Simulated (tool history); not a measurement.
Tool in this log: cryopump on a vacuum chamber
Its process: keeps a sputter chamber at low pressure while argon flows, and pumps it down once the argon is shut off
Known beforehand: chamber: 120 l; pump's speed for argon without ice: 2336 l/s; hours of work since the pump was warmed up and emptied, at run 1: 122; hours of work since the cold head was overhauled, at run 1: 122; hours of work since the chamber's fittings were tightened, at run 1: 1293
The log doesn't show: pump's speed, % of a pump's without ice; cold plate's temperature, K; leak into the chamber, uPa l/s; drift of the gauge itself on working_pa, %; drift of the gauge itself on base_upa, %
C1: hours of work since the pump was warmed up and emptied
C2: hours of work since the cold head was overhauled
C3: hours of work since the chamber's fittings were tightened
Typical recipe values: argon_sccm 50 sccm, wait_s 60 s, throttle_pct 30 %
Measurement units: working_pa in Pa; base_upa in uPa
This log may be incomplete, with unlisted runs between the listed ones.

Run 1, hour 0.0: usual settings; C1 122; C2 122; C3 1293. Result: working_pa 0.1238 Pa, base_upa 1.37 uPa.
Run 2, hour 16.7: usual settings; C1 133; C2 133; C3 1303. Result: working_pa 0.1220 Pa, base_upa 1.40 uPa.
Run 3, hour 33.3: usual settings; C1 143; C2 143; C3 1314. Result: working_pa 0.1223 Pa, base_upa 1.41 uPa.
Run 4, hour 43.5: usual settings but throttle_pct 17 %; C1 149; C2 149; C3 1320. Result: working_pa 0.2158 Pa, base_upa 1.39 uPa.
Run 5, hour 53.7: usual settings but throttle_pct 17 %; C1 155; C2 155; C3 1326. Result: working_pa 0.2138 Pa, base_upa 1.43 uPa.
Run 6, hour 69.1: usual settings but throttle_pct 17 %; C1 165; C2 165; C3 1336. Result: working_pa 0.2138 Pa, base_upa 1.36 uPa.
Run 7, hour 86.2: usual settings; C1 175; C2 175; C3 1346. Result: working_pa 0.1225 Pa, base_upa 1.45 uPa.
Run 8, hour 94.5: usual settings; C1 180; C2 180; C3 1351. Result: working_pa 0.1227 Pa, base_upa 1.42 uPa.
Run 9, hour 110.2: usual settings but throttle_pct 40 %; C1 190; C2 190; C3 1361. Result: working_pa 0.0921 Pa, base_upa 1.49 uPa.
Run 10, hour 129.2: usual settings; C1 202; C2 202; C3 1373. Result: working_pa 0.1216 Pa, base_upa 1.43 uPa.
Run 11, hour 142.9: usual settings; C1 210; C2 210; C3 1381. Result: working_pa 0.1225 Pa, base_upa 1.50 uPa.
Run 12, hour 156.2: usual settings; C1 218; C2 218; C3 1389. Result: working_pa 0.1235 Pa, base_upa 1.44 uPa.
Run 13, hour 168.0: usual settings; C1 226; C2 226; C3 1397. Result: working_pa 0.1225 Pa, base_upa 1.50 uPa.
Run 14, hour 186.0: usual settings; C1 237; C2 237; C3 1408. Result: working_pa 0.1231 Pa, base_upa 1.46 uPa.
Run 15, hour 205.0: usual settings; C1 248; C2 248; C3 1419. Result: working_pa 0.1225 Pa, base_upa 1.45 uPa.
Run 16, hour 220.4: usual settings but argon_sccm 20 sccm, throttle_pct 34 %; C1 258; C2 258; C3 1429. Result: working_pa 0.0441 Pa, base_upa 1.49 uPa.
Run 17, hour 232.3: usual settings but argon_sccm 47 sccm; C1 265; C2 265; C3 1436. Result: working_pa 0.1147 Pa, base_upa 1.51 uPa.
Run 18, hour 251.3: usual settings but wait_s 139 s, throttle_pct 49 %; C1 277; C2 277; C3 1448. Result: working_pa 0.0755 Pa, base_upa 1.34 uPa.
Run 19, hour 268.3: usual settings but wait_s 139 s, throttle_pct 49 %; C1 287; C2 287; C3 1458. Result: working_pa 0.0756 Pa, base_upa 1.37 uPa.
Run 20, hour 283.3: usual settings but argon_sccm 61 sccm, wait_s 48 s, throttle_pct 22 %; C1 297; C2 297; C3 1467. Result: working_pa 0.2025 Pa, base_upa 1.62 uPa.
Run 21, hour 292.4: usual settings but argon_sccm 25 sccm, throttle_pct 20 %; C1 302; C2 302; C3 1473. Result: working_pa 0.0918 Pa, base_upa 1.55 uPa.
Run 22, hour 306.7: usual settings but argon_sccm 25 sccm, throttle_pct 20 %; C1 311; C2 311; C3 1482. Result: working_pa 0.0916 Pa, base_upa 1.55 uPa.
Run 23, hour 318.1: usual settings but argon_sccm 25 sccm, throttle_pct 20 %; C1 318; C2 318; C3 1489. Result: working_pa 0.0914 Pa, base_upa 1.53 uPa.
Run 24, hour 329.3: usual settings but argon_sccm 25 sccm, throttle_pct 20 %; C1 325; C2 325; C3 1496. Result: working_pa 0.0922 Pa, base_upa 1.52 uPa.
Run 25, hour 343.9: usual settings but wait_s 53 s, throttle_pct 19 %; C1 334; C2 334; C3 1505. Result: working_pa 0.1915 Pa, base_upa 1.64 uPa.
Run 26, hour 358.4: usual settings but wait_s 73 s, throttle_pct 53 %; C1 343; C2 343; C3 1514. Result: working_pa 0.0699 Pa, base_upa 1.52 uPa.
Run 27, hour 372.1: usual settings but argon_sccm 79 sccm, wait_s 151 s, throttle_pct 31 %; C1 351; C2 351; C3 1522. Result: working_pa 0.1870 Pa, base_upa 1.47 uPa.
Run 28, hour 388.9: usual settings but argon_sccm 23 sccm, throttle_pct 36 %; C1 362; C2 362; C3 1532. Result: working_pa 0.0476 Pa, base_upa 1.63 uPa.
Run 29, hour 404.5: usual settings but argon_sccm 38 sccm, wait_s 170 s, throttle_pct 19 %; C1 371; C2 371; C3 1542. Result: working_pa 0.1459 Pa, base_upa 1.42 uPa.
Run 30, hour 413.4: usual settings but argon_sccm 38 sccm, wait_s 161 s, throttle_pct 19 %; C1 377; C2 377; C3 1547. Result: working_pa 0.1465 Pa, base_upa 1.41 uPa.

How would selected steps in working_pa from run to run divide? Give the signed amount a tool lacking its hidden state would still show from settings, what came in and random variation, and the signed amount left for the hidden state, including any gauge scatter that is not in both of the compared results.
Run 19 -> 20: argon_sccm 50 -> 61, wait_s 139 -> 48, throttle_pct 49 -> 22. working_pa +0.1269 Pa: hidden state +0.0006, all else +0.1263.
Run 20 -> 21: argon_sccm 61 -> 25, wait_s 48 -> 60, throttle_pct 22 -> 20. working_pa -0.1107 Pa: hidden state -0.0016, all else -0.1091.
Run 25 -> 26: wait_s 53 -> 73, throttle_pct 19 -> 53. working_pa -0.1216 Pa: hidden state +0.0001, all else -0.1217.
Run 26 -> 27: argon_sccm 50 -> 79, wait_s 73 -> 151, throttle_pct 53 -> 31. working_pa +0.1171 Pa: hidden state +0.0015, all else +0.1156.
Run 27 -> 28: argon_sccm 79 -> 23, wait_s 151 -> 60, throttle_pct 31 -> 36. working_pa -0.1394 Pa: hidden state -0.0028, all else -0.1366.

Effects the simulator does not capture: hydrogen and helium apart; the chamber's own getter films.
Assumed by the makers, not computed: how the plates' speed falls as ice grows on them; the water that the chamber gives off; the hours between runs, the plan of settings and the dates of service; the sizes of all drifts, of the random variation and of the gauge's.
